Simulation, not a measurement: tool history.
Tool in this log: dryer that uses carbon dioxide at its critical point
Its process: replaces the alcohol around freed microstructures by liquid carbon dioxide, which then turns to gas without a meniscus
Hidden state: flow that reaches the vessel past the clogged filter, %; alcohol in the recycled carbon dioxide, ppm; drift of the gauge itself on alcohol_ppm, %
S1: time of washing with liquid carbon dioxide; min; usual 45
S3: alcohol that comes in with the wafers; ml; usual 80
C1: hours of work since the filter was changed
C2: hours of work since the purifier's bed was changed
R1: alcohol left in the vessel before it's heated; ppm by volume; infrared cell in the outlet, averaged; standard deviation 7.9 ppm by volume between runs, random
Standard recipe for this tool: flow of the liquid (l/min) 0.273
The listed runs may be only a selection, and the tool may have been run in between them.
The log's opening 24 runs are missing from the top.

Run 25, hour 575.1: usual settings but S3 81 ml; C1 102; C2 634. Result: R1 557 ppm by volume.
Run 26, hour 600.3: usual settings but S3 81 ml; C1 112; C2 645. Result: R1 564 ppm by volume.
Run 27, hour 621.4: usual settings but S1 69 min, S3 40 ml; C1 121; C2 654. Result: R1 74 ppm by volume.
Run 28, hour 635.4: usual settings but flow of the liquid (l/min) 0.215; C1 127; C2 659. Result: R1 1496 ppm by volume.
Run 29, hour 651: usual settings but S1 68 min, flow of the liquid (l/min) 0.215, S3 59 ml; C1 133; C2 666. Result: R1 232 ppm by volume.
Run 30, hour 676.6: usual settings but S1 68 min, flow of the liquid (l/min) 0.215, S3 59 ml; C1 144; C2 676. Result: R1 237 ppm by volume.
Run 31, hour 703.3: usual settings but S1 68 min, flow of the liquid (l/min) 0.215, S3 59 ml; C1 155; C2 687. Result: R1 253 ppm by volume.
Run 32, hour 726.1: usual settings but S1 33 min, flow of the liquid (l/min) 0.42, S3 24 ml; C1 164; C2 697. Result: R1 134 ppm by volume.
Run 33, hour 753.2: usual settings but S1 33 min, flow of the liquid (l/min) 0.42, S3 24 ml; C1 175; C2 708. Result: R1 134 ppm by volume.
Run 34, hour 783: usual settings but S1 33 min, flow of the liquid (l/min) 0.42, S3 24 ml; C1 188; C2 720. Result: R1 134 ppm by volume.
Run 35, hour 809.1: usual settings but S1 38 min, flow of the liquid (l/min) 0.295, S3 22 ml; C1 198; C2 731. Result: R1 311 ppm by volume.
Run 36, hour 826: usual settings but S1 38 min, flow of the liquid (l/min) 0.287, S3 22 ml; C1 205; C2 738. Result: R1 330 ppm by volume.
Run 37, hour 857.9: usual settings but S1 37 min; C1 218; C2 751. Result: R1 1451 ppm by volume.
Run 38, hour 881.7: usual settings but S1 37 min; C1 228; C2 761. Result: R1 1472 ppm by volume.
Run 39, hour 896.5: usual settings but flow of the liquid (l/min) 0.233, S3 29 ml; C1 234; C2 767. Result: R1 525 ppm by volume.
Run 40, hour 911.5: usual settings but S1 59 min, S3 83 ml; C1 241; C2 773. Result: R1 273 ppm by volume.
Run 41, hour 933.2: usual settings but S1 62 min, S3 66 ml; C1 250; C2 782. Result: R1 173 ppm by volume.
Run 42, hour 950.6: usual settings but S1 37 min, S3 65 ml; C1 257; C2 790. Result: R1 1311 ppm by volume.
Run 43, hour 974.1: usual settings but S1 34 min, flow of the liquid (l/min) 0.294, S3 65 ml; C1 266; C2 799. Result: R1 1355 ppm by volume.
Run 44, hour 987.8: usual settings but S1 34 min, flow of the liquid (l/min) 0.294, S3 65 ml; C1 272; C2 805. Result: R1 1361 ppm by volume.
Run 45, hour 1016.1: usual settings but S1 34 min, flow of the liquid (l/min) 0.166, S3 68 ml; C1 284; C2 817. Result: R1 6107 ppm by volume.
At hour 1034: inlet filter changed.
Run 46, hour 1041.9: usual settings but S1 68 min, S3 44 ml; C1 3; C2 827. Result: R1 57 ppm by volume.
Run 47, hour 1075.4: usual settings but flow of the liquid (l/min) 0.243; C1 17; C2 841. Result: R1 781 ppm by volume.
Run 48, hour 1096.4: usual settings but S1 37 min, flow of the liquid (l/min) 0.368, S3 56 ml; C1 26; C2 849. Result: R1 224 ppm by volume.

What if the next run were any one of these 3? Each begins from the tool's condition after run 48:
Run A, hour 1114.2: usual settings but S1 37 min, flow of the liquid (l/min) 0.388, S3 56 ml; C1 33; C2 857. Result: R1 ?.
Run B, hour 1114.2: usual settings but S1 54 min, flow of the liquid (l/min) 0.452, S3 52 ml; C1 33; C2 857. Result: R1 ?.
Run C, hour 1114.2: usual settings but S1 42 min, flow of the liquid (l/min) 0.368, S3 54 ml; C1 33; C2 857. Result: R1 ?.

run   R1
  A  177
  B   47
  C  130
What these runs would have given with no unlogged condition in the tool:
run   R1
  A  121
  B    7
  C   81
